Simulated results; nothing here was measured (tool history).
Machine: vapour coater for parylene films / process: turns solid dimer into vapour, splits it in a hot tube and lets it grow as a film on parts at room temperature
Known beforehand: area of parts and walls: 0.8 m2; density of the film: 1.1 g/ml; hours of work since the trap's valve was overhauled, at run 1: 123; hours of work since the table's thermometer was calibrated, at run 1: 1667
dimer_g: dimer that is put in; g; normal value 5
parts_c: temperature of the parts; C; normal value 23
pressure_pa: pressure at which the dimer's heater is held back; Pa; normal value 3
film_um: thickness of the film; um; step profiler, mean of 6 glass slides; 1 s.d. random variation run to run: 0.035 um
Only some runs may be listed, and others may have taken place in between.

run	day	dimer_g	parts_c	pressure_pa	hours of work since the trap's valve was overhauled	hours of work since the table's thermometer was calibrated	film_um
1	0	5	23	3	123	1667	3.44
2	2.667	5	23	3	166	1710	3.39
3	4.35	5	23	3	193	1737	3.33
4	7.25	5	23	3	240	1785	3.31
5	9.612	3	23	3	279	1823	1.97
6	12.75	5	23	5.32	330	1874	2.86
# day 14.55: table's thermometer calibrated
7	15.762	5	23	3	378	20	3.19
8	17.521	5	23	3	407	48	3.16
9	18.896	5	23	3	429	71	3.09
# day 20.204: trap's valve overhauled
10	22.133	5	23	3	31	121	3.57
11	24.725	5	23	3	73	163	3.53
12	27.779	5	23	2.03	123	212	3.75
13	29.45	5	23	2.03	150	240	3.65
14	32.388	5	23	2.03	198	287	3.62
15	35.675	5	23	2.03	252	341	3.59
16	38.608	5	23	2.03	299	388	3.52
17	41.371	5	23	2.03	344	433	3.45
18	43.704	5	23	3	382	471	3.17
19	46.221	5	23	3	423	512	3.11
# day 47.829: trap's valve overhauled
20	47.892	5	23	3	1	537	3.6
21	51.108	5	23	3	53	589	3.5
22	52.654	5	23	3	78	614	3.5
23	54.421	5	19	3	107	643	4.12
24	57.267	3	18	3	153	689	2.5
25	60.65	3	18	3	208	744	2.47
26	62.379	5	35	3.64	237	772	1.92
27	65.358	5	35	3.64	285	821	1.95
28	66.746	5	23	11.34	308	843	2.57
29	69.517	5	16	2.19	353	888	4.57
30	71.225	3	17	3	380	916	2.44
31	74.104	3	17	3	427	963	2.37
# day 75.392: trap's valve overhauled
32	75.754	3	17	3	6	987	2.71
33	77.442	5	33	3.46	33	1015	2.27
34	79.508	3	27	3	67	1048	1.8
35	82	5	27	2.01	107	1089	3.11
36	85.312	5	21	7.92	161	1143	3.14
37	87.933	4	21	7.92	204	1185	2.45
38	90.738	4	21	7.92	250	1231	2.4
39	92.104	4	21	7.92	272	1253	2.4
40	95.258	4	21	7.92	323	1304	2.36
41	97	4	18	3	351	1333	3.17
42	99.45	4	18	3	391	1372	3.11
43	102.179	4	18	3	436	1417	3.06
# day 103.146: trap's valve overhauled
44	105.45	4	23	3.18	38	1467	2.74
45	108.329	5	24	2.94	84	1514	3.29
46	111.279	2	25	5.26	132	1562	1.14

5 ways to go on from here, each from the tool as it stands after run 46. What would each give?
A	113.296	6	16	5.26	165	1595	?
B	113.296	2	24	5.26	165	1595	?
C	113.296	3	23	3	165	1595	?
D	113.296	2	25	2.47	165	1595	?
E	113.296	7	15	4.28	165	1595	?

run	film_um
A	4.91
B	1.17
C	1.97
D	1.29
E	6.08
Without the tool's unlogged condition, the same runs would have read:
run	film_um
A	5.27
B	1.25
C	2.11
D	1.39
E	6.53

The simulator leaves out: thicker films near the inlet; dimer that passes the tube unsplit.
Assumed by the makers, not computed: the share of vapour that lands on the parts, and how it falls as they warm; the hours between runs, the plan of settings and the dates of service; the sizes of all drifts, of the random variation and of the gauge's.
